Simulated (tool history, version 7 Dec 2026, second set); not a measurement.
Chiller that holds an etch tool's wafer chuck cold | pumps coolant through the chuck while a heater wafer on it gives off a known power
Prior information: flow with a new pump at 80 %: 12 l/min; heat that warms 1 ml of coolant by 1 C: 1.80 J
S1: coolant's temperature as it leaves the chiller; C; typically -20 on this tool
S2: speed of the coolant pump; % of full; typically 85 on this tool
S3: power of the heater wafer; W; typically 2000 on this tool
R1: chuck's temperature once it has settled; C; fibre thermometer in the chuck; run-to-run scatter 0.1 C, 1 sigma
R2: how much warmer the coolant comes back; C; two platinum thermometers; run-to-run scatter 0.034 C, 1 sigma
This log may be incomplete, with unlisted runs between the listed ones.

| run | day | S1 | S2 | S3 | R1 | R2 |
|---|---|---|---|---|---|---|
| 1 | 0.000 | -20 | 85 | 2000 | 3.0 | 5.34 |
| 2 | 0.925 | -20 | 62 | 2000 | 8.3 | 7.60 |
| 3 | 1.579 | -20 | 62 | 2000 | 8.3 | 7.58 |
| 4 | 2.592 | -20 | 62 | 2000 | 8.3 | 7.64 |
| 5 | 4.146 | -26 | 85 | 2000 | -3.1 | 5.38 |
| 6 | 5.221 | -26 | 85 | 2000 | -3.0 | 5.46 |
| 7 | 6.421 | -26 | 85 | 2000 | -3.0 | 5.38 |
| 8 | 7.717 | -20 | 85 | 1714 | -0.4 | 4.64 |
|  | 7.888 | chiller's thermometer calibrated |
| 9 | 8.917 | -19 | 99 | 1714 | -1.0 | 3.91 |
| 10 | 9.604 | -19 | 99 | 1714 | -1.2 | 3.95 |
| 11 | 11.146 | -19 | 99 | 1714 | -1.1 | 3.89 |
| 12 | 12.208 | -20 | 69 | 1322 | -2.3 | 4.42 |
| 13 | 13.758 | -20 | 69 | 1322 | -2.4 | 4.51 |
| 14 | 15.279 | -20 | 69 | 1322 | -2.2 | 4.50 |
| 15 | 16.129 | -20 | 69 | 1821 | 4.4 | 6.21 |
|  | 16.662 | chiller's thermometer calibrated, once more |
| 16 | 17.762 | -20 | 69 | 1821 | 4.3 | 6.18 |

Branching from run 16: 4 alternative next runs. What would each branch give?
| A | 19.092 | -20 | 69 | 2133 | ? | ? |
| B | 19.092 | -10 | 85 | 2426 | ? | ? |
| C | 19.092 | -20 | 67 | 2851 | ? | ? |
| D | 19.092 | -26 | 72 | 1192 | ? | ? |

| run | R1 | R2 |
|---|---|---|
| A | 8.3 | 7.29 |
| B | 17.9 | 6.55 |
| C | 18.7 | 10.07 |
| D | -10.6 | 3.90 |
With no hidden state in the tool, these same runs would have given:
| run | R1 | R2 |
|---|---|---|
| A | 3.9 | 7.01 |
| B | 13.5 | 6.29 |
| C | 12.6 | 9.68 |
| D | -13.1 | 3.75 |
